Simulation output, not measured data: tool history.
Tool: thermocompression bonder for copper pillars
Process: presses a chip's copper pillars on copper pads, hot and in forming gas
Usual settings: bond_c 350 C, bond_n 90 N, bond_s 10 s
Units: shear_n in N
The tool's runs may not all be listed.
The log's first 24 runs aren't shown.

run     day  bond_c  bond_n  bond_s  hours of work since the heater was calibrated  hours of work since the force cell was calibrated  hours of work since the gas filter was changed  shear_n
 25  18.088     354      66       8                                            769                                                978                                             169     34.2
 26  18.625     379     110      28                                            777                                                986                                             177     79.5
 27  19.504     347     102      16                                            791                                               1000                                             190     54.4
     19.925  -- forming gas filter changed
     20.004  -- gauge calibrated
 28  20.117     347     102      16                                            800                                               1009                                               3     53.7
 29  20.642     347      87      23                                            808                                               1017                                              11     54.6
     21.154  -- force cell calibrated
 30  21.192     350      93      26                                            815                                                  1                                              18     60.4
 31  22.162     350      93      26                                            830                                                 15                                              33     60.7
 32  22.662     348      93      26                                            838                                                 23                                              41     59.3
 33  23.108     328      90      17                                            845                                                 30                                              48     42.1
 34  23.558     376      60      12                                            852                                                 37                                              55     44.1
 35  24.371     376      60      12                                            864                                                 49                                              67     44.1
 36  24.988     376      60      12                                            874                                                 59                                              77     44.4
 37  25.883     377      62      29                                            887                                                 73                                              90     60.8
 38  26.775     338      90      10                                            901                                                 86                                             104     38.4
 39  27.604     350      99      10                                            914                                                 99                                             117     46.3

3 ways to go on from here, each from the tool as it stands after run 39. What would each give?
  A  28.038     349     108      10                                            920                                                106                                             124        ?
  B  28.038     328      64      10                                            920                                                106                                             124        ?
  C  28.038     362      99      10                                            920                                                106                                             124        ?

run  shear_n
  A     48.7
  B     26.7
  C     51.0
Without the tool's hidden state the same runs would have given:
run  shear_n
  A     48.1
  B     26.3
  C     50.5
